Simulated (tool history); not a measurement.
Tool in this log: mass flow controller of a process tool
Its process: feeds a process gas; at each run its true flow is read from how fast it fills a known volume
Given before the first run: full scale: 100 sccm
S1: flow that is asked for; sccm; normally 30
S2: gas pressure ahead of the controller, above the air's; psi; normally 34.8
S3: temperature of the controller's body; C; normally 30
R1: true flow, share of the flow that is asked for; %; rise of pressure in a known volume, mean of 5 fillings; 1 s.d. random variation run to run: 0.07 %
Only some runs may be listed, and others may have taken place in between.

| run | day | S1 | S2 | S3 | R1 |
|---|---|---|---|---|---|
| 1 | 0.000 | 30 | 34.8 | 30 | 103.70 |
|  | 13.642 | controller exchanged for a calibrated one |
| 2 | 20.075 | 41 | 34.8 | 30 | 99.01 |
| 3 | 42.550 | 41 | 34.8 | 30 | 99.27 |
| 4 | 57.700 | 30 | 34.8 | 22 | 98.81 |
| 5 | 75.321 | 74 | 34.8 | 30 | 100.39 |
| 6 | 88.562 | 30 | 38.7 | 30 | 99.98 |
| 7 | 108.958 | 30 | 38.7 | 30 | 100.25 |
| 8 | 125.108 | 25 | 34.8 | 30 | 100.52 |
| 9 | 148.188 | 25 | 34.8 | 30 | 100.77 |
| 10 | 160.929 | 30 | 34.8 | 30 | 100.95 |
| 11 | 177.854 | 41 | 28.1 | 30 | 100.75 |
| 12 | 192.233 | 41 | 28.1 | 30 | 100.94 |
| 13 | 210.225 | 32 | 28.1 | 21 | 100.68 |
| 14 | 226.312 | 77 | 39.3 | 30 | 101.80 |
| 15 | 240.842 | 19 | 26.1 | 21 | 102.12 |
| 16 | 258.575 | 39 | 39.3 | 36 | 102.42 |
| 17 | 271.221 | 26 | 33.4 | 29 | 102.70 |
| 18 | 285.150 | 48 | 28.1 | 22 | 101.34 |
| 19 | 307.321 | 38 | 33.8 | 38 | 103.11 |
| 20 | 323.129 | 38 | 33.8 | 38 | 103.23 |

Branching from run 20: 5 alternative next runs. What would each branch give?
| A | 345.342 | 38 | 33.8 | 28 | ? |
| B | 345.342 | 19 | 30.3 | 22 | ? |
| C | 345.342 | 17 | 37.7 | 22 | ? |
| D | 345.342 | 73 | 30.0 | 31 | ? |
| E | 345.342 | 38 | 25.8 | 38 | ? |

| run | R1 |
|---|---|
| A | 102.86 |
| B | 104.52 |
| C | 105.28 |
| D | 102.63 |
| E | 103.30 |
What these runs would have given with no unlogged condition in the tool:
| run | R1 |
|---|---|
| A | 98.83 |
| B | 97.91 |
| C | 98.07 |
| D | 99.83 |
| E | 99.26 |
